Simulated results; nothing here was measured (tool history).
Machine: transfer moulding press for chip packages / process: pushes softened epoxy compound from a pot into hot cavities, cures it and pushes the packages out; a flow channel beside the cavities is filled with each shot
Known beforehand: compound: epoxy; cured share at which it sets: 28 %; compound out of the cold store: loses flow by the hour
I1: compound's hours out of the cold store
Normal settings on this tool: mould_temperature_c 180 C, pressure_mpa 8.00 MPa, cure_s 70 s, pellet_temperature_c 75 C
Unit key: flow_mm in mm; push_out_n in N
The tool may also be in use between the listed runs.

run 1 hour=0.0 | mould_temperature_c=180 pressure_mpa=8.00 cure_s=70 pellet_temperature_c=75 | I1=13.6 | flow_mm=654 push_out_n=285
-- hour=40.8 cavities cleaned with cleaning compound and waxed
run 2 hour=76.8 | mould_temperature_c=180 pressure_mpa=9.10 cure_s=70 pellet_temperature_c=75 | I1=29.3 | flow_mm=649 push_out_n=382
-- hour=89.6 cavities cleaned with cleaning compound and waxed
-- hour=142.8 cavities cleaned with cleaning compound and waxed
run 3 hour=164.9 | mould_temperature_c=180 pressure_mpa=9.10 cure_s=70 pellet_temperature_c=75 | I1=10.5 | flow_mm=676 push_out_n=329
-- hour=186.6 mould's thermocouples calibrated
-- hour=194.4 cavities cleaned with cleaning compound and waxed
-- hour=243.4 cavities cleaned with cleaning compound and waxed
run 4 hour=250.2 | mould_temperature_c=180 pressure_mpa=9.10 cure_s=70 pellet_temperature_c=75 | I1=19.2 | flow_mm=641 push_out_n=277
-- hour=294.8 plunger's sealing rings changed
-- hour=296.3 cavities cleaned with cleaning compound and waxed
-- hour=313.2 cavities cleaned with cleaning compound and waxed, once more
run 5 hour=326.5 | mould_temperature_c=180 pressure_mpa=9.10 cure_s=70 pellet_temperature_c=75 | I1=36.4 | flow_mm=642 push_out_n=283
-- hour=364.2 cavities cleaned with cleaning compound and waxed
run 6 hour=375.5 | mould_temperature_c=180 pressure_mpa=9.10 cure_s=70 pellet_temperature_c=75 | I1=23.2 | flow_mm=669 push_out_n=302
-- hour=418.4 cavities cleaned with cleaning compound and waxed
run 7 hour=462.6 | mould_temperature_c=180 pressure_mpa=9.10 cure_s=70 pellet_temperature_c=75 | I1=8.0 | flow_mm=681 push_out_n=355
-- hour=467.8 cavities cleaned with cleaning compound and waxed
-- hour=520.9 cavities cleaned with cleaning compound and waxed
run 8 hour=522.2 | mould_temperature_c=180 pressure_mpa=6.79 cure_s=70 pellet_temperature_c=75 | I1=9.2 | flow_mm=582 push_out_n=260
-- hour=570.1 cavities cleaned with cleaning compound and waxed
run 9 hour=585.1 | mould_temperature_c=180 pressure_mpa=6.79 cure_s=70 pellet_temperature_c=75 | I1=41.8 | flow_mm=507 push_out_n=278
-- hour=599.6 plunger's sealing rings changed
-- hour=622.1 cavities cleaned with cleaning compound and waxed
run 10 hour=661.9 | mould_temperature_c=180 pressure_mpa=6.79 cure_s=70 pellet_temperature_c=75 | I1=15.1 | flow_mm=600 push_out_n=339
-- hour=674.7 cavities cleaned with cleaning compound and waxed
-- hour=724.8 cavities cleaned with cleaning compound and waxed
-- hour=732.4 mould's thermocouples calibrated
run 11 hour=751.9 | mould_temperature_c=180 pressure_mpa=6.79 cure_s=70 pellet_temperature_c=75 | I1=16.4 | flow_mm=587 push_out_n=329
-- hour=776.1 cavities cleaned with cleaning compound and waxed
run 12 hour=799.9 | mould_temperature_c=180 pressure_mpa=8.00 cure_s=70 pellet_temperature_c=77 | I1=47.9 | flow_mm=559 push_out_n=307
-- hour=827.3 cavities cleaned with cleaning compound and waxed
run 13 hour=869.3 | mould_temperature_c=180 pressure_mpa=8.00 cure_s=70 pellet_temperature_c=75 | I1=27.0 | flow_mm=584 push_out_n=357
-- hour=876.5 cavities cleaned with cleaning compound and waxed
-- hour=900.7 plunger's sealing rings changed
-- hour=928.9 cavities cleaned with cleaning compound and waxed
run 14 hour=935.4 | mould_temperature_c=180 pressure_mpa=8.00 cure_s=70 pellet_temperature_c=75 | I1=14.2 | flow_mm=661 push_out_n=307
-- hour=977.9 cavities cleaned with cleaning compound and waxed
run 15 hour=1001.6 | mould_temperature_c=180 pressure_mpa=7.66 cure_s=70 pellet_temperature_c=72 | I1=34.8 | flow_mm=584 push_out_n=321
-- hour=1027.3 cavities cleaned with cleaning compound and waxed
run 16 hour=1046.1 | mould_temperature_c=180 pressure_mpa=9.24 cure_s=54 pellet_temperature_c=70 | I1=33.6 | flow_mm=632 push_out_n=567
-- hour=1075.1 cavities cleaned with cleaning compound and waxed
run 17 hour=1086.6 | mould_temperature_c=180 pressure_mpa=8.28 cure_s=59 pellet_temperature_c=66 | I1=35.7 | flow_mm=587 push_out_n=446
-- hour=1122.8 cavities cleaned with cleaning compound and waxed
run 18 hour=1142.3 | mould_temperature_c=180 pressure_mpa=8.28 cure_s=59 pellet_temperature_c=66 | I1=28.4 | flow_mm=608 push_out_n=484
-- hour=1170.9 cavities cleaned with cleaning compound and waxed
-- hour=1201.8 plunger's sealing rings changed
-- hour=1227.5 cavities cleaned with cleaning compound and waxed
run 19 hour=1227.5 | mould_temperature_c=187 pressure_mpa=8.00 cure_s=70 pellet_temperature_c=75 | I1=11.5 | flow_mm=645 push_out_n=172
-- hour=1277.2 mould's thermocouples calibrated
-- hour=1278.7 cavities cleaned with cleaning compound and waxed
run 20 hour=1289.6 | mould_temperature_c=187 pressure_mpa=8.00 cure_s=70 pellet_temperature_c=75 | I1=9.5 | flow_mm=637 push_out_n=203
-- hour=1328.2 cavities cleaned with cleaning compound and waxed
run 21 hour=1340.5 | mould_temperature_c=179 pressure_mpa=8.00 cure_s=70 pellet_temperature_c=75 | I1=12.5 | flow_mm=641 push_out_n=353
-- hour=1379.8 cavities cleaned with cleaning compound and waxed
run 22 hour=1412.7 | mould_temperature_c=179 pressure_mpa=8.00 cure_s=70 pellet_temperature_c=75 | I1=32.7 | flow_mm=587 push_out_n=377
-- hour=1431.2 cavities cleaned with cleaning compound and waxed
run 23 hour=1457.6 | mould_temperature_c=181 pressure_mpa=7.87 cure_s=60 pellet_temperature_c=75 | I1=8.8 | flow_mm=614 push_out_n=486
-- hour=1483.1 cavities cleaned with cleaning compound and waxed
-- hour=1504.8 plunger's sealing rings changed
-- hour=1534.5 cavities cleaned with cleaning compound and waxed
run 24 hour=1549.6 | mould_temperature_c=181 pressure_mpa=7.87 cure_s=51 pellet_temperature_c=68 | I1=37.4 | flow_mm=599 push_out_n=606
-- hour=1586.9 cavities cleaned with cleaning compound and waxed
run 25 hour=1594.7 | mould_temperature_c=179 pressure_mpa=6.33 cure_s=101 pellet_temperature_c=66 | I1=21.2 | flow_mm=549 push_out_n=184

Branching from run 25: 4 alternative next runs. What would each branch give?
-- hour=1635.5 cavities cleaned with cleaning compound and waxed
run A hour=1639.4 | mould_temperature_c=185 pressure_mpa=8.00 cure_s=55 pellet_temperature_c=73 | I1=36.6 | flow_mm=? push_out_n=?
-- hour=1635.5 cavities cleaned with cleaning compound and waxed
run B hour=1639.4 | mould_temperature_c=179 pressure_mpa=6.33 cure_s=76 pellet_temperature_c=67 | I1=10.3 | flow_mm=? push_out_n=?
-- hour=1635.5 cavities cleaned with cleaning compound and waxed
run C hour=1639.4 | mould_temperature_c=180 pressure_mpa=8.99 cure_s=70 pellet_temperature_c=75 | I1=43.5 | flow_mm=? push_out_n=?
-- hour=1635.5 cavities cleaned with cleaning compound and waxed
run D hour=1639.4 | mould_temperature_c=180 pressure_mpa=8.00 cure_s=55 pellet_temperature_c=75 | I1=42.2 | flow_mm=? push_out_n=?

run=A flow_mm=571 push_out_n=337
run=B flow_mm=576 push_out_n=257
run=C flow_mm=617 push_out_n=260
run=D flow_mm=577 push_out_n=473
Stripped of hidden state, with their random variation kept, the same runs would have yielded:
run=A flow_mm=593 push_out_n=324
run=B flow_mm=598 push_out_n=246
run=C flow_mm=641 push_out_n=249
run=D flow_mm=599 push_out_n=453

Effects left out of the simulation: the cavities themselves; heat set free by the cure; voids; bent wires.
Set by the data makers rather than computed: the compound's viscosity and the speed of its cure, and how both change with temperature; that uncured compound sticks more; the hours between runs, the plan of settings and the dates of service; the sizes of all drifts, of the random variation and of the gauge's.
